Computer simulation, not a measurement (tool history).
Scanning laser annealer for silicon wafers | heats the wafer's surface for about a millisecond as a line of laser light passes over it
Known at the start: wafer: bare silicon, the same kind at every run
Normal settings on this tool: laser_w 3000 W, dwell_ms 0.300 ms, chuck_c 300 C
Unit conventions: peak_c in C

Run 1, hour 0.0: usual settings. Result: peak_c 1087 C.
Run 2, hour 70.2: usual settings but dwell_ms 0.282 ms. Result: peak_c 1066 C.
Run 3, hour 137.3: usual settings but laser_w 3050 W. Result: peak_c 1104 C.
Run 4, hour 193.6: usual settings. Result: peak_c 1087 C.
Run 5, hour 245.0: usual settings but laser_w 3005 W. Result: peak_c 1086 C.
Run 6, hour 281.6: usual settings. Result: peak_c 1088 C.
Run 7, hour 322.1: usual settings. Result: peak_c 1090 C.
Run 8, hour 393.0: usual settings. Result: peak_c 1088 C.
Run 9, hour 426.8: usual settings. Result: peak_c 1084 C.
Run 10, hour 460.0: usual settings but laser_w 2857 W. Result: peak_c 1039 C.
Run 11, hour 518.2: usual settings. Result: peak_c 1085 C.
Run 12, hour 565.6: usual settings but chuck_c 288 C. Result: peak_c 1076 C.
Run 13, hour 601.4: usual settings but laser_w 2976 W. Result: peak_c 1080 C.
Run 14, hour 644.5: usual settings but laser_w 2976 W. Result: peak_c 1079 C.
Run 15, hour 680.9: usual settings but laser_w 2976 W. Result: peak_c 1079 C.
Run 16, hour 749.5: usual settings but laser_w 2976 W. Result: peak_c 1082 C.
Run 17, hour 794.1: usual settings. Result: peak_c 1086 C.
Run 18, hour 823.0: usual settings but dwell_ms 0.253 ms. Result: peak_c 1031 C.
Run 19, hour 892.6: usual settings but dwell_ms 0.253 ms, chuck_c 331 C. Result: peak_c 1060 C.
Run 20, hour 950.7: usual settings but dwell_ms 0.253 ms, chuck_c 331 C. Result: peak_c 1062 C.
Run 21, hour 1005.9: usual settings but dwell_ms 0.253 ms, chuck_c 331 C. Result: peak_c 1059 C.
Run 22, hour 1072.0: usual settings but laser_w 3055 W, chuck_c 305 C. Result: peak_c 1111 C.
Run 23, hour 1103.0: usual settings but laser_w 2693 W, chuck_c 307 C. Result: peak_c 993 C.
Run 24, hour 1158.1: usual settings but laser_w 2693 W, chuck_c 307 C. Result: peak_c 990 C.
Run 25, hour 1199.3: usual settings but chuck_c 283 C. Result: peak_c 1071 C.
Run 26, hour 1261.1: usual settings but laser_w 2886 W, dwell_ms 0.235 ms. Result: peak_c 970 C.
Run 27, hour 1298.2: usual settings but laser_w 2886 W, dwell_ms 0.235 ms. Result: peak_c 971 C.
Run 28, hour 1341.0: usual settings but laser_w 2886 W, dwell_ms 0.274 ms. Result: peak_c 1017 C.
Run 29, hour 1388.5: usual settings but laser_w 2826 W, dwell_ms 0.270 ms, chuck_c 298 C. Result: peak_c 994 C.
Run 30, hour 1418.2: usual settings but laser_w 2826 W, dwell_ms 0.270 ms, chuck_c 298 C. Result: peak_c 992 C.
Run 31, hour 1464.9: usual settings but dwell_ms 0.266 ms. Result: peak_c 1044 C.
Run 32, hour 1508.2: usual settings but dwell_ms 0.266 ms. Result: peak_c 1046 C.
Run 33, hour 1557.2: usual settings but chuck_c 289 C. Result: peak_c 1078 C.
Run 34, hour 1586.6: usual settings but chuck_c 289 C. Result: peak_c 1074 C.
Run 35, hour 1628.6: usual settings but chuck_c 289 C. Result: peak_c 1074 C.
Run 36, hour 1676.7: usual settings but laser_w 3074 W, dwell_ms 0.278 ms, chuck_c 332 C. Result: peak_c 1116 C.
Run 37, hour 1713.2: usual settings but laser_w 3287 W, dwell_ms 0.278 ms, chuck_c 332 C. Result: peak_c 1185 C.
Run 38, hour 1766.0: usual settings but laser_w 2788 W, dwell_ms 0.350 ms, chuck_c 316 C. Result: peak_c 1081 C.
Run 39, hour 1799.8: usual settings but laser_w 2932 W, dwell_ms 0.350 ms, chuck_c 270 C. Result: peak_c 1084 C.
Run 40, hour 1853.4: usual settings but laser_w 2932 W, dwell_ms 0.350 ms, chuck_c 270 C. Result: peak_c 1088 C.
Run 41, hour 1917.6: usual settings but laser_w 3240 W, dwell_ms 0.375 ms, chuck_c 328 C. Result: peak_c 1288 C.

The log once held 2 entries between its listed runs, left out of this copy. Where does each go, and what is different about the tool's unlogged condition between the listed run before it and the listed run after it?
In the gap between runs 3 and 4: optics aligned, line set to its width (hour 181.4)
  width of the line over the set one, %: 0.04 -> 0.01
In the gap between runs 8 and 9: window over the wafer cleaned (hour 425.3)
  light that passes the window, % of a clean one's: 99.93 -> 100
